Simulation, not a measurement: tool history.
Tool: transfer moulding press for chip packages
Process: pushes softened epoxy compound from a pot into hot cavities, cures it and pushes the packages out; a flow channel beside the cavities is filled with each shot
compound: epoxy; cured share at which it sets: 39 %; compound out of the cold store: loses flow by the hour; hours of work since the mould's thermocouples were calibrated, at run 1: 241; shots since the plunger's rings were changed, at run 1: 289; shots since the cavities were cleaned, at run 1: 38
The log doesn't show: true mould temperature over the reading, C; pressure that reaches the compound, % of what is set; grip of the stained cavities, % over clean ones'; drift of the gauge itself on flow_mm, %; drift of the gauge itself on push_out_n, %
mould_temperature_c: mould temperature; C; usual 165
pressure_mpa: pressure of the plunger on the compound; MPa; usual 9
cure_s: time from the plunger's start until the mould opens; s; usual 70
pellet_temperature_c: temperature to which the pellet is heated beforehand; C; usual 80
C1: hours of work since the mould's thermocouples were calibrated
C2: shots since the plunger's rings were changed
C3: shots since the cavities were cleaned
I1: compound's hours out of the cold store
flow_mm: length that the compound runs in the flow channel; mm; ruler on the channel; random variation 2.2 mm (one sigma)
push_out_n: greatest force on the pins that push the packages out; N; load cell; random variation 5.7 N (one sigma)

run 1 hour=0 | mould_temperature_c=165 pressure_mpa=9 cure_s=70 pellet_temperature_c=80 | C1=241 C2=289 C3=38 | I1=16.4 | flow_mm=728 push_out_n=224
run 2 hour=18.7 | mould_temperature_c=165 pressure_mpa=9 cure_s=70 pellet_temperature_c=80 | C1=253 C2=551 C3=300 | I1=11.7 | flow_mm=739 push_out_n=298
run 3 hour=32.5 | mould_temperature_c=165 pressure_mpa=9 cure_s=70 pellet_temperature_c=80 | C1=261 C2=744 C3=493 | I1=41.5 | flow_mm=664 push_out_n=309
run 4 hour=45.7 | mould_temperature_c=165 pressure_mpa=9 cure_s=70 pellet_temperature_c=80 | C1=270 C2=927 C3=676 | I1=11 | flow_mm=741 push_out_n=337
run 5 hour=61.9 | mould_temperature_c=165 pressure_mpa=9 cure_s=70 pellet_temperature_c=80 | C1=280 C2=1155 C3=904 | I1=12.3 | flow_mm=728 push_out_n=340
-- hour=70.9 cavities cleaned with cleaning compound and waxed
run 6 hour=76.4 | mould_temperature_c=168 pressure_mpa=6.92 cure_s=72 pellet_temperature_c=86 | C1=288 C2=1336 C3=77 | I1=38.5 | flow_mm=575 push_out_n=226
run 7 hour=91.3 | mould_temperature_c=168 pressure_mpa=6.92 cure_s=72 pellet_temperature_c=86 | C1=298 C2=1544 C3=285 | I1=9.6 | flow_mm=633 push_out_n=269
-- hour=94.1 mould's thermocouples calibrated
run 8 hour=104.9 | mould_temperature_c=165 pressure_mpa=9 cure_s=70 pellet_temperature_c=84 | C1=7 C2=1707 C3=448 | I1=30.9 | flow_mm=676 push_out_n=321
run 9 hour=121.7 | mould_temperature_c=167 pressure_mpa=8.33 cure_s=70 pellet_temperature_c=81 | C1=18 C2=1941 C3=682 | I1=44.6 | flow_mm=614 push_out_n=305
run 10 hour=134.5 | mould_temperature_c=173 pressure_mpa=7.18 cure_s=53 pellet_temperature_c=73 | C1=26 C2=2120 C3=861 | I1=22.4 | flow_mm=602 push_out_n=349

Hidden state at the last listed run before each entry between runs and at the first one after, where it differs:
Between runs 5 and 6: cavities cleaned with cleaning compound and waxed (hour 70.9)
  pressure that reaches the compound, % of what is set: 96.15 -> 95.57; grip of the stained cavities, % over clean ones': 66.3 -> 15.4
  measured less the result without the state, flow_mm: -14 -> -13 mm; push_out_n: +136 -> +30 N
Between runs 7 and 8: mould's thermocouples calibrated (hour 94.1)
  true mould temperature over the reading, C: -0.28 -> -0.34; pressure that reaches the compound, % of what is set: 94.85 -> 94.31; grip of the stained cavities, % over clean ones': 41.4 -> 53
  measured less the result without the state, flow_mm: -16 -> -19 mm; push_out_n: +78 -> +113 N

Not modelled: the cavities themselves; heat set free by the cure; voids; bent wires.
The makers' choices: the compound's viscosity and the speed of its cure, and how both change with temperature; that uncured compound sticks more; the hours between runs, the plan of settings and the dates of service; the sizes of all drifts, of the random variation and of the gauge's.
